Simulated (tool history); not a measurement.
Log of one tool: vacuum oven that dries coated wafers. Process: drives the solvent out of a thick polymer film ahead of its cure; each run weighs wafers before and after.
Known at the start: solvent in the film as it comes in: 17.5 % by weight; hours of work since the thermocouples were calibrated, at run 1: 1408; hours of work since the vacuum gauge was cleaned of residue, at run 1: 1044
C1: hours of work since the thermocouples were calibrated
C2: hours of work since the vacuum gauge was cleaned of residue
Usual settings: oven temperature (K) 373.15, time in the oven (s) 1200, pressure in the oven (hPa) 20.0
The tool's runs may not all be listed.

run 1 day=0.000 | oven_temperature_(K)=373.15 time_in_the_oven_(s)=1200 pressure_in_the_oven_(hPa)=20.0 | C1=1408 C2=1044 | solvent_left_in_the_film_(%)=3.28
run 2 day=1.721 | oven_temperature_(K)=373.15 time_in_the_oven_(s)=1200 pressure_in_the_oven_(hPa)=20.0 | C1=1427 C2=1063 | solvent_left_in_the_film_(%)=3.14
run 3 day=4.246 | oven_temperature_(K)=373.15 time_in_the_oven_(s)=1200 pressure_in_the_oven_(hPa)=16.8 | C1=1453 C2=1089 | solvent_left_in_the_film_(%)=3.13
-- day=5.354 oven's thermocouples calibrated
run 4 day=7.158 | oven_temperature_(K)=373.15 time_in_the_oven_(s)=1200 pressure_in_the_oven_(hPa)=16.8 | C1=19 C2=1119 | solvent_left_in_the_film_(%)=3.63
run 5 day=9.142 | oven_temperature_(K)=373.15 time_in_the_oven_(s)=1200 pressure_in_the_oven_(hPa)=16.8 | C1=40 C2=1141 | solvent_left_in_the_film_(%)=3.63
run 6 day=11.904 | oven_temperature_(K)=373.15 time_in_the_oven_(s)=1200 pressure_in_the_oven_(hPa)=16.8 | C1=70 C2=1170 | solvent_left_in_the_film_(%)=3.56
run 7 day=13.212 | oven_temperature_(K)=373.15 time_in_the_oven_(s)=1200 pressure_in_the_oven_(hPa)=16.8 | C1=84 C2=1184 | solvent_left_in_the_film_(%)=3.70
run 8 day=15.246 | oven_temperature_(K)=373.15 time_in_the_oven_(s)=1200 pressure_in_the_oven_(hPa)=16.8 | C1=105 C2=1206 | solvent_left_in_the_film_(%)=3.66
run 9 day=18.000 | oven_temperature_(K)=373.15 time_in_the_oven_(s)=1200 pressure_in_the_oven_(hPa)=20.0 | C1=135 C2=1235 | solvent_left_in_the_film_(%)=3.76
run 10 day=19.338 | oven_temperature_(K)=373.15 time_in_the_oven_(s)=1200 pressure_in_the_oven_(hPa)=20.0 | C1=149 C2=1249 | solvent_left_in_the_film_(%)=3.74
run 11 day=22.225 | oven_temperature_(K)=373.15 time_in_the_oven_(s)=1200 pressure_in_the_oven_(hPa)=20.0 | C1=179 C2=1280 | solvent_left_in_the_film_(%)=3.84
run 12 day=24.783 | oven_temperature_(K)=360.15 time_in_the_oven_(s)=1200 pressure_in_the_oven_(hPa)=20.0 | C1=207 C2=1307 | solvent_left_in_the_film_(%)=7.79
run 13 day=27.408 | oven_temperature_(K)=360.15 time_in_the_oven_(s)=1200 pressure_in_the_oven_(hPa)=20.0 | C1=235 C2=1335 | solvent_left_in_the_film_(%)=7.64
run 14 day=28.696 | oven_temperature_(K)=373.15 time_in_the_oven_(s)=1200 pressure_in_the_oven_(hPa)=33.3 | C1=248 C2=1349 | solvent_left_in_the_film_(%)=4.53
run 15 day=30.075 | oven_temperature_(K)=373.15 time_in_the_oven_(s)=1200 pressure_in_the_oven_(hPa)=33.3 | C1=263 C2=1363 | solvent_left_in_the_film_(%)=4.55
run 16 day=33.242 | oven_temperature_(K)=361.15 time_in_the_oven_(s)=1200 pressure_in_the_oven_(hPa)=33.3 | C1=297 C2=1397 | solvent_left_in_the_film_(%)=8.24
run 17 day=35.812 | oven_temperature_(K)=361.15 time_in_the_oven_(s)=1200 pressure_in_the_oven_(hPa)=33.3 | C1=324 C2=1424 | solvent_left_in_the_film_(%)=8.34
run 18 day=37.542 | oven_temperature_(K)=373.15 time_in_the_oven_(s)=1200 pressure_in_the_oven_(hPa)=20.0 | C1=342 C2=1443 | solvent_left_in_the_film_(%)=3.74
run 19 day=39.067 | oven_temperature_(K)=373.15 time_in_the_oven_(s)=1200 pressure_in_the_oven_(hPa)=20.0 | C1=359 C2=1459 | solvent_left_in_the_film_(%)=3.76
run 20 day=40.529 | oven_temperature_(K)=373.15 time_in_the_oven_(s)=1200 pressure_in_the_oven_(hPa)=20.0 | C1=374 C2=1474 | solvent_left_in_the_film_(%)=3.69
run 21 day=43.071 | oven_temperature_(K)=370.15 time_in_the_oven_(s)=1200 pressure_in_the_oven_(hPa)=20.0 | C1=401 C2=1501 | solvent_left_in_the_film_(%)=4.55
-- day=43.371 vacuum gauge cleaned of residue and calibrated
run 22 day=46.046 | oven_temperature_(K)=370.15 time_in_the_oven_(s)=1200 pressure_in_the_oven_(hPa)=20.0 | C1=432 C2=28 | solvent_left_in_the_film_(%)=4.46
run 23 day=47.646 | oven_temperature_(K)=370.15 time_in_the_oven_(s)=1200 pressure_in_the_oven_(hPa)=20.0 | C1=449 C2=45 | solvent_left_in_the_film_(%)=4.71
run 24 day=50.079 | oven_temperature_(K)=385.15 time_in_the_oven_(s)=660 pressure_in_the_oven_(hPa)=42.7 | C1=475 C2=71 | solvent_left_in_the_film_(%)=4.05
run 25 day=52.621 | oven_temperature_(K)=373.15 time_in_the_oven_(s)=1200 pressure_in_the_oven_(hPa)=10.3 | C1=502 C2=98 | solvent_left_in_the_film_(%)=3.33
run 26 day=54.842 | oven_temperature_(K)=384.15 time_in_the_oven_(s)=2040 pressure_in_the_oven_(hPa)=29.5 | C1=526 C2=122 | solvent_left_in_the_film_(%)=1.79
-- day=56.642 vacuum gauge cleaned of residue and calibrated, once more
run 27 day=57.062 | oven_temperature_(K)=384.15 time_in_the_oven_(s)=2040 pressure_in_the_oven_(hPa)=29.5 | C1=549 C2=4 | solvent_left_in_the_film_(%)=1.33
run 28 day=58.929 | oven_temperature_(K)=384.15 time_in_the_oven_(s)=2040 pressure_in_the_oven_(hPa)=29.5 | C1=569 C2=24 | solvent_left_in_the_film_(%)=1.42

Forecast run 29:
run 29 day=60.933 | oven_temperature_(K)=383.15 time_in_the_oven_(s)=1620 pressure_in_the_oven_(hPa)=20.0 | C1=590 C2=46 | solvent_left_in_the_film_(%)=?

Run 29 gave solvent left in the film (%) 1.12.
Without the tool's hidden state the same run would have given solvent left in the film (%) 1.15.
